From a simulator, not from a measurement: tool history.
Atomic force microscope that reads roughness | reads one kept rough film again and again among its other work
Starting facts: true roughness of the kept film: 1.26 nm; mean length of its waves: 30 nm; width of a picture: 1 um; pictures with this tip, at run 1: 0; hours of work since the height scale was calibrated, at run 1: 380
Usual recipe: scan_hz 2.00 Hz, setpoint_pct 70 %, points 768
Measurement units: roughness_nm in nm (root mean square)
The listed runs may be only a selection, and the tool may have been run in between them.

run,hour,scan_hz,setpoint_pct,points,pictures with this tip,hours of work since the height scale was calibrated,roughness_nm
1,0.0,2.00,70,768,0,380,1.047
2,16.5,2.00,70,768,28,388,1.037
3,35.0,2.00,70,768,58,398,1.027
4,51.2,2.00,70,768,85,407,1.009
5,61.7,2.00,70,768,102,413,1.016
6,76.8,2.00,70,768,127,421,1.005
# hour 79.0: height scale calibrated on a step standard
7,93.9,2.00,58,944,153,8,1.053
8,106.8,2.00,58,944,174,15,1.062
# hour 117.0: new tip fitted
9,121.8,0.64,61,1005,8,22,1.158
10,136.9,3.81,86,356,33,31,0.728
11,154.6,1.28,70,294,62,40,1.055

Some steps in roughness_nm, run to run, broken into two amounts with sign: the step expected even without the hidden condition (settings, incoming material, random variation), and the rest, left for the hidden condition together with whatever gauge scatter is not in both the measured and the hidden-condition-free result:
Hidden conditions of the tool in this case: radius of the tip, nm; height scale over the true one, %; drift of the gauge itself on roughness_nm, %.
Run 8 -> 9: scan_hz 2.00 -> 0.64, setpoint_pct 58 -> 61, points 944 -> 1005, new tip fitted. roughness_nm +0.096 nm (root mean square): hidden state +0.052, all else +0.044.
Run 9 -> 10: scan_hz 0.64 -> 3.81, setpoint_pct 61 -> 86, points 1005 -> 356. roughness_nm -0.430 nm (root mean square): hidden state -0.001, all else -0.429.
